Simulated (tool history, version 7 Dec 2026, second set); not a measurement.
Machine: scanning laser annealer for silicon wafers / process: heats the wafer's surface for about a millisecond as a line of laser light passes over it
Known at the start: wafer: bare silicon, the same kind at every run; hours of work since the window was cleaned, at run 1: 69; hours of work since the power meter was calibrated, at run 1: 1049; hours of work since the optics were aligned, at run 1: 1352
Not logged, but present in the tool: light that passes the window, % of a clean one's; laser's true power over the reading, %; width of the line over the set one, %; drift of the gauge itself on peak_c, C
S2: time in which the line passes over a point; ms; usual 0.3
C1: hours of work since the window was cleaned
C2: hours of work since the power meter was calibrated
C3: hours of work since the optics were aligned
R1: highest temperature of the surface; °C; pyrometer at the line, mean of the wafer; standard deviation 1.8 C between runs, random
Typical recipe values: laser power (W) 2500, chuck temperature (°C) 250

Run 1, hour 0: usual settings; C1 69; C2 1049; C3 1352. Result: R1 1016 °C.
Run 2, hour 51.7: usual settings but S2 0.216 ms; C1 105; C2 1085; C3 1388. Result: R1 895 °C.
Run 3, hour 122: usual settings but S2 0.216 ms; C1 154; C2 1135; C3 1437. Result: R1 894 °C.
Run 4, hour 168.7: usual settings but laser power (W) 2502; C1 187; C2 1167; C3 1470. Result: R1 1014 °C.
Run 5, hour 244.1: usual settings but laser power (W) 2502; C1 240; C2 1220; C3 1523. Result: R1 1013 °C.
Run 6, hour 292.3: usual settings but laser power (W) 2502; C1 274; C2 1254; C3 1557. Result: R1 1010 °C.
Run 7, hour 368.2: usual settings but laser power (W) 2502; C1 327; C2 1307; C3 1610. Result: R1 1010 °C.
Run 8, hour 409.5: usual settings but laser power (W) 2502; C1 356; C2 1336; C3 1639. Result: R1 1013 °C.
Run 9, hour 464: usual settings but laser power (W) 2343; C1 394; C2 1374; C3 1677. Result: R1 961 °C.
At hour 474.3: optics aligned, line set to its width.
Run 10, hour 516.5: usual settings but laser power (W) 2343; C1 427; C2 1408; C3 30. Result: R1 964 °C.
Run 11, hour 572: usual settings but laser power (W) 2343; C1 466; C2 1446; C3 68. Result: R1 960 °C.
Run 12, hour 638.5: usual settings but laser power (W) 2343; C1 513; C2 1493; C3 115. Result: R1 962 °C.
Run 13, hour 692: usual settings but laser power (W) 2343; C1 550; C2 1531; C3 153. Result: R1 957 °C.
Run 14, hour 726.8: usual settings but laser power (W) 2343; C1 575; C2 1555; C3 177. Result: R1 958 °C.
At hour 803: window over the wafer cleaned.
Run 15, hour 803: usual settings but laser power (W) 2580; C1 0; C2 1607; C3 229. Result: R1 1047 °C.
Run 16, hour 838.5: usual settings but laser power (W) 2580; C1 25; C2 1632; C3 254. Result: R1 1048 °C.
Run 17, hour 881.3: usual settings but laser power (W) 2580; C1 55; C2 1662; C3 284. Result: R1 1045 °C.
Run 18, hour 914.7: usual settings but laser power (W) 2365; C1 78; C2 1685; C3 307. Result: R1 981 °C.
Run 19, hour 948.9: usual settings but laser power (W) 2365; C1 102; C2 1709; C3 331. Result: R1 981 °C.
Run 20, hour 1008.1: usual settings but laser power (W) 2365; C1 144; C2 1751; C3 373. Result: R1 981 °C.
Run 21, hour 1043.8: usual settings but laser power (W) 2365; C1 169; C2 1776; C3 398. Result: R1 980 °C.
Run 22, hour 1083.7: usual settings but laser power (W) 2720, S2 0.219 ms, chuck temperature (°C) 235; C1 197; C2 1804; C3 426. Result: R1 940 °C.
Run 23, hour 1118.5: usual settings but laser power (W) 2665, S2 0.277 ms; C1 221; C2 1828; C3 450. Result: R1 1035 °C.
Run 24, hour 1198: usual settings but laser power (W) 2665, S2 0.277 ms; C1 277; C2 1884; C3 506. Result: R1 1030 °C.
Run 25, hour 1253: usual settings but laser power (W) 2665, S2 0.277 ms, chuck temperature (°C) 221; C1 315; C2 1922; C3 544. Result: R1 999 °C.
Run 26, hour 1292.4: usual settings but laser power (W) 2665, S2 0.277 ms, chuck temperature (°C) 221; C1 343; C2 1950; C3 572. Result: R1 1000 °C.
Run 27, hour 1334.6: usual settings but laser power (W) 2665, S2 0.277 ms, chuck temperature (°C) 221; C1 373; C2 1980; C3 602. Result: R1 995 °C.
Run 28, hour 1394.2: usual settings but laser power (W) 2345, S2 0.282 ms, chuck temperature (°C) 253; C1 414; C2 2021; C3 643. Result: R1 943 °C.
Run 29, hour 1454.2: usual settings but laser power (W) 2649, S2 0.309 ms, chuck temperature (°C) 255; C1 456; C2 2063; C3 685. Result: R1 1070 °C.
Run 30, hour 1534.2: usual settings but laser power (W) 2465, S2 0.28 ms, chuck temperature (°C) 255; C1 512; C2 2119; C3 741. Result: R1 973 °C.
Run 31, hour 1580.2: usual settings but laser power (W) 2336, chuck temperature (°C) 239; C1 545; C2 2152; C3 774. Result: R1 947 °C.
Run 32, hour 1637.7: usual settings but S2 0.237 ms, chuck temperature (°C) 231; C1 585; C2 2192; C3 814. Result: R1 895 °C.
Run 33, hour 1681: usual settings but laser power (W) 2237, S2 0.377 ms, chuck temperature (°C) 247; C1 615; C2 2222; C3 844. Result: R1 1009 °C.
At hour 1699.4: window over the wafer cleaned.
Run 34, hour 1752.5: usual settings but laser power (W) 2237, S2 0.377 ms, chuck temperature (°C) 247; C1 37; C2 2271; C3 893. Result: R1 1039 °C.
Run 35, hour 1806.9: usual settings but laser power (W) 2237, S2 0.377 ms, chuck temperature (°C) 247; C1 75; C2 2309; C3 931. Result: R1 1041 °C.
Run 36, hour 1842.9: usual settings but laser power (W) 2577, S2 0.299 ms, chuck temperature (°C) 235; C1 101; C2 2334; C3 956. Result: R1 1034 °C.
Run 37, hour 1883: usual settings but S2 0.265 ms, chuck temperature (°C) 215; C1 129; C2 2363; C3 985. Result: R1 940 °C.
Run 38, hour 1937.9: usual settings but S2 0.265 ms, chuck temperature (°C) 215; C1 167; C2 2401; C3 1023. Result: R1 940 °C.
Run 39, hour 1987.2: usual settings but S2 0.265 ms, chuck temperature (°C) 215; C1 202; C2 2436; C3 1058. Result: R1 938 °C.
Run 40, hour 2031.7: usual settings but laser power (W) 2201, S2 0.377 ms, chuck temperature (°C) 249; C1 233; C2 2467; C3 1089. Result: R1 1017 °C.

Each row is a separate what-if for the run after 40, all from the same tool condition, not one after another. Results?
Run A, hour 2078.1: usual settings but chuck temperature (°C) 285; C1 265; C2 2499; C3 1121. Result: R1 ?.
Run B, hour 2078.1: usual settings but laser power (W) 2537, S2 0.234 ms, chuck temperature (°C) 249; C1 265; C2 2499; C3 1121. Result: R1 ?.
Run C, hour 2078.1: usual settings but laser power (W) 2446, S2 0.308 ms, chuck temperature (°C) 275; C1 265; C2 2499; C3 1121. Result: R1 ?.
Run D, hour 2078.1: usual settings but laser power (W) 2265, S2 0.377 ms, chuck temperature (°C) 254; C1 265; C2 2499; C3 1121. Result: R1 ?.
Run E, hour 2078.1: usual settings but laser power (W) 2605, S2 0.246 ms, chuck temperature (°C) 249; C1 265; C2 2499; C3 1121. Result: R1 ?.

run    R1
  A  1052
  B   935
  C  1036
  D  1043
  E   971
Without the tool's hidden state the same runs would have given:
run    R1
  A  1046
  B   930
  C  1030
  D  1037
  E   965
